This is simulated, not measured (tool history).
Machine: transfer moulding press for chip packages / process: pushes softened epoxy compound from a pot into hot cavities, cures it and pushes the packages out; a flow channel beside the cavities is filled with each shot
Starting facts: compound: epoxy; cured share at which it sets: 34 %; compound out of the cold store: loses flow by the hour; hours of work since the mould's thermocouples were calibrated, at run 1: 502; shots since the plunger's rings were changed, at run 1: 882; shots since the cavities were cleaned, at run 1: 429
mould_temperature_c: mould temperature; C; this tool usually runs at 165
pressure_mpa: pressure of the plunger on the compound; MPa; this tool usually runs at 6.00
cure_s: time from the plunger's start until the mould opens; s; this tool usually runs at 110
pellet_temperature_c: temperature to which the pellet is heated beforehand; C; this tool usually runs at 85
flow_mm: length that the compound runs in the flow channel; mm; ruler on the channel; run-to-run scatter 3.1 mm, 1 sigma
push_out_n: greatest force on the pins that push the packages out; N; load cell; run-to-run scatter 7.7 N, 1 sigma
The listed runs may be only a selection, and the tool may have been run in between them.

run	hour	mould_temperature_c	pressure_mpa	cure_s	pellet_temperature_c	hours of work since the mould's thermocouples were calibrated	shots since the plunger's rings were changed	shots since the cavities were cleaned	incoming compound's hours out of the cold store	flow_mm	push_out_n
1	0.0	165	6.00	110	85	502	882	429	32.2	810	537
2	32.0	165	6.00	110	85	520	1192	739	29.0	805	617
# hour 52.5: cavities cleaned with cleaning compound and waxed
# hour 79.3: mould's thermocouples calibrated
3	105.0	165	6.00	110	85	15	1864	488	8.7	849	802
# hour 153.9: cavities cleaned with cleaning compound and waxed
4	172.3	165	6.00	113	85	52	2502	178	15.8	824	414
5	208.1	165	6.46	110	85	72	2848	524	34.3	818	554
# hour 250.9: cavities cleaned with cleaning compound and waxed
6	266.3	165	6.00	110	85	104	3397	149	26.8	797	429
7	341.9	165	6.00	110	85	147	4129	881	23.5	797	636
# hour 348.2: cavities cleaned with cleaning compound and waxed
# hour 373.0: plunger's sealing rings changed
8	399.0	165	6.00	110	85	177	252	468	47.5	791	538
# hour 417.2: cavities cleaned with cleaning compound and waxed, once more
9	469.2	165	6.00	117	85	216	917	504	37.4	804	511
10	502.9	165	6.00	117	85	235	1243	830	29.8	816	604
# hour 515.6: cavities cleaned with cleaning compound and waxed
11	547.0	165	6.00	117	76	260	1655	303	19.4	834	448
12	594.0	165	6.00	110	82	286	2111	759	47.0	776	609
# hour 614.1: cavities cleaned with cleaning compound and waxed
13	636.2	165	6.00	110	82	309	2504	213	31.0	801	439
14	694.3	167	5.06	141	90	342	3067	776	32.4	721	543
# hour 711.4: cavities cleaned with cleaning compound and waxed
15	742.7	171	6.00	115	85	369	3520	303	47.7	749	412
# hour 808.1: cavities cleaned with cleaning compound and waxed
16	808.1	165	7.25	110	92	405	4139	0	26.9	872	313
# hour 834.6: plunger's sealing rings changed
17	853.0	158	7.09	93	93	429	177	410	26.7	931	1008
18	883.5	158	7.09	93	93	446	472	705	18.0	943	1199
# hour 910.4: cavities cleaned with cleaning compound and waxed
19	960.9	158	7.09	93	93	489	1208	489	31.2	911	1066
# hour 1008.2: cavities cleaned with cleaning compound and waxed
20	1035.9	165	6.00	131	81	531	1919	268	38.2	790	421
# hour 1063.3: mould's thermocouples calibrated
21	1084.5	165	6.00	131	81	12	2370	719	14.9	837	538
# hour 1107.5: cavities cleaned with cleaning compound and waxed
22	1118.9	162	6.00	121	89	31	2688	110	14.2	844	395
23	1180.5	162	6.00	121	89	66	3285	707	46.4	771	599
# hour 1203.7: cavities cleaned with cleaning compound and waxed
24	1215.7	162	6.00	121	89	85	3611	116	38.5	783	395
25	1250.2	162	6.00	121	89	104	3945	450	26.0	804	550
# hour 1296.5: plunger's sealing rings changed
# hour 1301.6: cavities cleaned with cleaning compound and waxed
26	1301.6	164	6.00	121	88	131	34	0	26.0	834	300

Predict each of these 5 candidate next runs independently; none follows another, all start after run 26:
A	1339.0	166	5.00	110	85	152	397	363	36.6	?	?
B	1339.0	168	6.00	121	88	152	397	363	35.2	?	?
C	1339.0	166	6.00	146	88	152	397	363	41.3	?	?
D	1339.0	165	6.58	110	85	152	397	363	13.7	?	?
E	1339.0	164	6.94	121	88	152	397	363	27.0	?	?

run	flow_mm	push_out_n
A	736	492
B	802	433
C	800	450
D	900	498
E	895	475
Had the tool no hidden state, the same runs would have come out as:
run	flow_mm	push_out_n
A	742	319
B	808	275
C	806	290
D	907	322
E	902	306

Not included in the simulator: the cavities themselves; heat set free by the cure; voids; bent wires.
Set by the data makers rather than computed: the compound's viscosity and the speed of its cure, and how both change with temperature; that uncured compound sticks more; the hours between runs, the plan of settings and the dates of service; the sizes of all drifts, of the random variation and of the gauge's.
